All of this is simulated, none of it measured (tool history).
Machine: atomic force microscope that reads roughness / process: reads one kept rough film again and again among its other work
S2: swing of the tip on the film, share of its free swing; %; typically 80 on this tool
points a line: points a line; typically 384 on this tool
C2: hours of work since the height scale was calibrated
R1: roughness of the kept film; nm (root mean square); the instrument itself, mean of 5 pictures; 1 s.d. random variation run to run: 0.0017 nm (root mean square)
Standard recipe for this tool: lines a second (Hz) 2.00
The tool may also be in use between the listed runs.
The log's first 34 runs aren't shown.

{"run": 35, "day": 91.846, "lines a second (Hz)": 3.3, "S2": 80, "points a line": 312, "pictures with this tip": 111, "C2": 202, "R1": 0.572}
{"day": 92.867, "done": "new tip fitted"}
{"run": 36, "day": 95.392, "lines a second (Hz)": 3.3, "S2": 80, "points a line": 312, "pictures with this tip": 79, "C2": 238, "R1": 0.572}
{"run": 37, "day": 97.054, "lines a second (Hz)": 2.0, "S2": 56, "points a line": 382, "pictures with this tip": 131, "C2": 255, "R1": 0.741}
{"day": 97.408, "done": "new tip fitted"}
{"run": 38, "day": 99.3, "lines a second (Hz)": 2.0, "S2": 56, "points a line": 382, "pictures with this tip": 59, "C2": 278, "R1": 0.741}
{"run": 39, "day": 101.517, "lines a second (Hz)": 0.94, "S2": 68, "points a line": 382, "pictures with this tip": 129, "C2": 301, "R1": 0.743}
{"day": 102.008, "done": "new tip fitted"}
{"run": 40, "day": 105.117, "lines a second (Hz)": 0.94, "S2": 68, "points a line": 382, "pictures with this tip": 97, "C2": 338, "R1": 0.746}
{"day": 106.629, "done": "new tip fitted"}
{"run": 41, "day": 107.388, "lines a second (Hz)": 1.24, "S2": 70, "points a line": 384, "pictures with this tip": 24, "C2": 362, "R1": 0.721}
{"run": 42, "day": 110.0, "lines a second (Hz)": 1.08, "S2": 80, "points a line": 294, "pictures with this tip": 106, "C2": 389, "R1": 0.696}
{"day": 111.333, "done": "new tip fitted"}
{"run": 43, "day": 112.358, "lines a second (Hz)": 1.08, "S2": 80, "points a line": 294, "pictures with this tip": 32, "C2": 413, "R1": 0.698}
{"run": 44, "day": 115.562, "lines a second (Hz)": 2.0, "S2": 69, "points a line": 384, "pictures with this tip": 133, "C2": 446, "R1": 0.697}
{"day": 115.888, "done": "new tip fitted"}
{"run": 45, "day": 118.867, "lines a second (Hz)": 2.0, "S2": 69, "points a line": 384, "pictures with this tip": 94, "C2": 480, "R1": 0.697}
{"day": 120.538, "done": "new tip fitted"}
{"run": 46, "day": 120.846, "lines a second (Hz)": 2.0, "S2": 69, "points a line": 384, "pictures with this tip": 10, "C2": 500, "R1": 0.7}
{"run": 47, "day": 122.917, "lines a second (Hz)": 0.76, "S2": 68, "points a line": 294, "pictures with this tip": 75, "C2": 522, "R1": 0.748}
{"run": 48, "day": 124.762, "lines a second (Hz)": 3.98, "S2": 73, "points a line": 425, "pictures with this tip": 133, "C2": 541, "R1": 0.598}
{"day": 125.058, "done": "new tip fitted"}
{"run": 49, "day": 127.608, "lines a second (Hz)": 3.98, "S2": 73, "points a line": 425, "pictures with this tip": 81, "C2": 570, "R1": 0.598}
{"day": 129.538, "done": "new tip fitted"}
{"run": 50, "day": 130.929, "lines a second (Hz)": 1.06, "S2": 67, "points a line": 315, "pictures with this tip": 44, "C2": 604, "R1": 0.741}
{"run": 51, "day": 132.817, "lines a second (Hz)": 0.75, "S2": 88, "points a line": 952, "pictures with this tip": 104, "C2": 624, "R1": 0.697}

What if the next run were any one of these 3? Each begins from the tool's condition after run 51:
{"day": 134.188, "done": "new tip fitted"}
{"run": "A", "day": 134.596, "lines a second (Hz)": 0.96, "S2": 88, "points a line": 306, "pictures with this tip": 13, "C2": 642, "R1": "?"}
{"day": 134.188, "done": "new tip fitted"}
{"run": "B", "day": 134.596, "lines a second (Hz)": 2.0, "S2": 59, "points a line": 384, "pictures with this tip": 13, "C2": 642, "R1": "?"}
{"day": 134.188, "done": "new tip fitted"}
{"run": "C", "day": 134.596, "lines a second (Hz)": 2.0, "S2": 80, "points a line": 687, "pictures with this tip": 13, "C2": 642, "R1": "?"}

run=A R1=0.679
run=B R1=0.735
run=C R1=0.642
Take away the tool's hidden state, keep each run's random variation, and the runs would have read:
run=A R1=0.680
run=B R1=0.736
run=C R1=0.642
